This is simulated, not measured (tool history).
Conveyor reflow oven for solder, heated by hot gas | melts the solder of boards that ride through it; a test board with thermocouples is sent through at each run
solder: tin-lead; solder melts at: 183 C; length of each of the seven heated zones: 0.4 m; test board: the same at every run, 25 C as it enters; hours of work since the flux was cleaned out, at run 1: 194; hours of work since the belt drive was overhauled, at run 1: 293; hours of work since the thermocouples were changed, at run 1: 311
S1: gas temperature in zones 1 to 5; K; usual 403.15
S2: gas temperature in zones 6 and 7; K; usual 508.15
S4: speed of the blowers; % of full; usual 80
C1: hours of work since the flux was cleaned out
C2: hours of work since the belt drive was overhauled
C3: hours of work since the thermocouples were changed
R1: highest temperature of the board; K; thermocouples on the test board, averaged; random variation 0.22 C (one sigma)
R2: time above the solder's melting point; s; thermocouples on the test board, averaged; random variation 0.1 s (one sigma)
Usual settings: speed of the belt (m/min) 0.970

{"run": 1, "hour": 0.0, "S1": 403.15, "S2": 508.15, "speed of the belt (m/min)": 0.97, "S4": 80, "C1": 194, "C2": 293, "C3": 311, "R1": 490.65, "R2": 35.8}
{"run": 2, "hour": 12.5, "S1": 403.15, "S2": 508.15, "speed of the belt (m/min)": 0.97, "S4": 80, "C1": 202, "C2": 301, "C3": 319, "R1": 490.65, "R2": 35.8}
{"run": 3, "hour": 23.4, "S1": 403.15, "S2": 508.15, "speed of the belt (m/min)": 0.97, "S4": 80, "C1": 210, "C2": 309, "C3": 327, "R1": 491.05, "R2": 35.7}
{"run": 4, "hour": 42.2, "S1": 403.15, "S2": 508.15, "speed of the belt (m/min)": 0.97, "S4": 80, "C1": 223, "C2": 322, "C3": 340, "R1": 490.35, "R2": 35.5}
{"run": 5, "hour": 52.7, "S1": 403.15, "S2": 508.15, "speed of the belt (m/min)": 0.97, "S4": 80, "C1": 230, "C2": 329, "C3": 347, "R1": 490.15, "R2": 35.6}
{"run": 6, "hour": 67.9, "S1": 403.15, "S2": 508.15, "speed of the belt (m/min)": 0.97, "S4": 60, "C1": 241, "C2": 339, "C3": 357, "R1": 486.35, "R2": 32.9}
{"run": 7, "hour": 79.9, "S1": 403.15, "S2": 508.15, "speed of the belt (m/min)": 0.97, "S4": 60, "C1": 249, "C2": 348, "C3": 366, "R1": 485.95, "R2": 32.6}
{"run": 8, "hour": 88.8, "S1": 403.15, "S2": 508.15, "speed of the belt (m/min)": 1.132, "S4": 80, "C1": 255, "C2": 354, "C3": 372, "R1": 484.65, "R2": 27.0}
{"run": 9, "hour": 105.4, "S1": 403.15, "S2": 508.15, "speed of the belt (m/min)": 1.127, "S4": 80, "C1": 266, "C2": 365, "C3": 383, "R1": 484.45, "R2": 27.1}
{"run": 10, "hour": 114.0, "S1": 403.15, "S2": 508.15, "speed of the belt (m/min)": 0.97, "S4": 80, "C1": 272, "C2": 371, "C3": 389, "R1": 489.85, "R2": 35.3}
{"run": 11, "hour": 128.2, "S1": 403.15, "S2": 508.15, "speed of the belt (m/min)": 0.789, "S4": 80, "C1": 282, "C2": 381, "C3": 399, "R1": 495.75, "R2": 48.3}
{"run": 12, "hour": 138.1, "S1": 403.15, "S2": 508.15, "speed of the belt (m/min)": 0.789, "S4": 88, "C1": 289, "C2": 388, "C3": 406, "R1": 496.65, "R2": 48.6}
{"run": 13, "hour": 153.7, "S1": 403.15, "S2": 508.15, "speed of the belt (m/min)": 0.789, "S4": 88, "C1": 300, "C2": 399, "C3": 416, "R1": 496.75, "R2": 48.6}
{"run": 14, "hour": 165.1, "S1": 403.15, "S2": 508.15, "speed of the belt (m/min)": 0.789, "S4": 88, "C1": 307, "C2": 406, "C3": 424, "R1": 496.65, "R2": 48.5}
{"hour": 171.3, "done": "flux residue cleaned out of gas plates and filters"}
{"run": 15, "hour": 178.6, "S1": 403.15, "S2": 508.15, "speed of the belt (m/min)": 0.789, "S4": 88, "C1": 5, "C2": 412, "C3": 430, "R1": 496.35, "R2": 48.1}
{"run": 16, "hour": 194.3, "S1": 405.15, "S2": 504.15, "speed of the belt (m/min)": 0.97, "S4": 80, "C1": 16, "C2": 423, "C3": 441, "R1": 485.15, "R2": 33.2}
{"run": 17, "hour": 205.0, "S1": 389.15, "S2": 519.15, "speed of the belt (m/min)": 0.97, "S4": 60, "C1": 23, "C2": 430, "C3": 448, "R1": 490.55, "R2": 32.5}
{"run": 18, "hour": 220.7, "S1": 404.15, "S2": 510.15, "speed of the belt (m/min)": 0.946, "S4": 72, "C1": 34, "C2": 441, "C3": 459, "R1": 489.65, "R2": 36.3}
{"run": 19, "hour": 239.8, "S1": 404.15, "S2": 508.15, "speed of the belt (m/min)": 0.946, "S4": 55, "C1": 47, "C2": 454, "C3": 472, "R1": 484.65, "R2": 32.3}
{"run": 20, "hour": 252.0, "S1": 400.15, "S2": 499.15, "speed of the belt (m/min)": 0.97, "S4": 65, "C1": 56, "C2": 463, "C3": 481, "R1": 476.95, "R2": 25.9}
{"hour": 263.6, "done": "flux residue cleaned out of gas plates and filters, once more"}
{"run": 21, "hour": 273.6, "S1": 400.15, "S2": 499.15, "speed of the belt (m/min)": 0.97, "S4": 65, "C1": 7, "C2": 474, "C3": 492, "R1": 481.55, "R2": 30.2}
{"run": 22, "hour": 285.0, "S1": 403.15, "S2": 508.15, "speed of the belt (m/min)": 0.928, "S4": 80, "C1": 15, "C2": 482, "C3": 500, "R1": 493.65, "R2": 39.6}
{"run": 23, "hour": 296.3, "S1": 403.15, "S2": 508.15, "speed of the belt (m/min)": 0.928, "S4": 80, "C1": 23, "C2": 490, "C3": 508, "R1": 494.15, "R2": 39.7}
{"run": 24, "hour": 306.4, "S1": 403.15, "S2": 508.15, "speed of the belt (m/min)": 0.928, "S4": 80, "C1": 29, "C2": 497, "C3": 515, "R1": 493.75, "R2": 39.8}
{"run": 25, "hour": 324.5, "S1": 403.15, "S2": 508.15, "speed of the belt (m/min)": 0.97, "S4": 78, "C1": 42, "C2": 509, "C3": 527, "R1": 492.15, "R2": 37.1}
{"run": 26, "hour": 335.7, "S1": 403.15, "S2": 519.15, "speed of the belt (m/min)": 0.97, "S4": 62, "C1": 50, "C2": 517, "C3": 535, "R1": 498.35, "R2": 39.4}
{"run": 27, "hour": 353.0, "S1": 403.15, "S2": 516.15, "speed of the belt (m/min)": 1.117, "S4": 64, "C1": 62, "C2": 529, "C3": 547, "R1": 490.55, "R2": 30.3}
{"run": 28, "hour": 369.1, "S1": 397.15, "S2": 520.15, "speed of the belt (m/min)": 1.033, "S4": 62, "C1": 73, "C2": 540, "C3": 558, "R1": 495.55, "R2": 34.3}
{"run": 29, "hour": 380.5, "S1": 409.15, "S2": 496.15, "speed of the belt (m/min)": 1.024, "S4": 56, "C1": 80, "C2": 548, "C3": 566, "R1": 476.25, "R2": 26.1}

Forecast each of these 5 alternatives for the next run:
{"run": "A", "hour": 390.6, "S1": 388.15, "S2": 496.15, "speed of the belt (m/min)": 1.024, "S4": 56, "C1": 87, "C2": 555, "C3": 573, "R1": "?", "R2": "?"}
{"run": "B", "hour": 390.6, "S1": 394.15, "S2": 508.15, "speed of the belt (m/min)": 0.97, "S4": 77, "C1": 87, "C2": 555, "C3": 573, "R1": "?", "R2": "?"}
{"run": "C", "hour": 390.6, "S1": 403.15, "S2": 522.15, "speed of the belt (m/min)": 1.122, "S4": 85, "C1": 87, "C2": 555, "C3": 573, "R1": "?", "R2": "?"}
{"run": "D", "hour": 390.6, "S1": 402.15, "S2": 496.15, "speed of the belt (m/min)": 0.944, "S4": 56, "C1": 87, "C2": 555, "C3": 573, "R1": "?", "R2": "?"}
{"run": "E", "hour": 390.6, "S1": 409.15, "S2": 496.15, "speed of the belt (m/min)": 0.856, "S4": 56, "C1": 87, "C2": 555, "C3": 573, "R1": "?", "R2": "?"}

run=A R1=471.65 R2=18.6
run=B R1=490.05 R2=34.2
run=C R1=499.85 R2=34.6
run=D R1=477.65 R2=28.1
run=E R1=481.65 R2=36.9
Without the tool's hidden state the same runs would have given:
run=A R1=472.65 R2=19.2
run=B R1=491.25 R2=34.4
run=C R1=501.25 R2=34.5
run=D R1=478.65 R2=28.5
run=E R1=482.65 R2=37.0
